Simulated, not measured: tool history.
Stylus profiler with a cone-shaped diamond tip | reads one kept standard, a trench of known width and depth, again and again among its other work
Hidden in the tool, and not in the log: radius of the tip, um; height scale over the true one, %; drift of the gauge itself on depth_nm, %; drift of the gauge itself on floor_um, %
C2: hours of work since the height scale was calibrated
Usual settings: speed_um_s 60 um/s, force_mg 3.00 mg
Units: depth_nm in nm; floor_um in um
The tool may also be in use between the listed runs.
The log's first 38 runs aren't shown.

run 39 day=34.471 | speed_um_s=233 force_mg=6.36 | scans_with_this_tip=8602 C2=772 | depth_nm=103.13 floor_um=27.35
run 40 day=35.004 | speed_um_s=233 force_mg=6.36 | scans_with_this_tip=8675 C2=779 | depth_nm=103.23 floor_um=27.34
run 41 day=36.004 | speed_um_s=16 force_mg=3.06 | scans_with_this_tip=8810 C2=791 | depth_nm=102.27 floor_um=27.74
run 42 day=37.038 | speed_um_s=216 force_mg=2.92 | scans_with_this_tip=8949 C2=803 | depth_nm=101.97 floor_um=27.10
run 43 day=37.883 | speed_um_s=216 force_mg=2.92 | scans_with_this_tip=9064 C2=814 | depth_nm=102.09 floor_um=27.10
run 44 day=38.492 | speed_um_s=24 force_mg=5.94 | scans_with_this_tip=9146 C2=821 | depth_nm=103.00 floor_um=27.68
run 45 day=39.350 | speed_um_s=95 force_mg=3.69 | scans_with_this_tip=9262 C2=831 | depth_nm=102.44 floor_um=27.48
run 46 day=39.958 | speed_um_s=95 force_mg=3.69 | scans_with_this_tip=9344 C2=839 | depth_nm=102.37 floor_um=27.53
run 47 day=40.721 | speed_um_s=68 force_mg=3.00 | scans_with_this_tip=9447 C2=848 | depth_nm=101.99 floor_um=27.59

4 ways to go on from here, each from the tool as it stands after run 47. What would each give?
run A day=41.833 | speed_um_s=68 force_mg=1.66 | scans_with_this_tip=9597 C2=862 | depth_nm=? floor_um=?
run B day=41.833 | speed_um_s=55 force_mg=5.07 | scans_with_this_tip=9597 C2=862 | depth_nm=? floor_um=?
run C day=41.833 | speed_um_s=60 force_mg=6.06 | scans_with_this_tip=9597 C2=862 | depth_nm=? floor_um=?
run D day=41.833 | speed_um_s=93 force_mg=5.43 | scans_with_this_tip=9597 C2=862 | depth_nm=? floor_um=?

run=A depth_nm=101.61 floor_um=27.45
run=B depth_nm=102.84 floor_um=27.65
run=C depth_nm=103.28 floor_um=27.61
run=D depth_nm=103.05 floor_um=27.49
Without the tool's hidden state the same runs would have given:
run=A depth_nm=101.14 floor_um=27.69
run=B depth_nm=102.37 floor_um=27.89
run=C depth_nm=102.81 floor_um=27.85
run=D depth_nm=102.58 floor_um=27.73
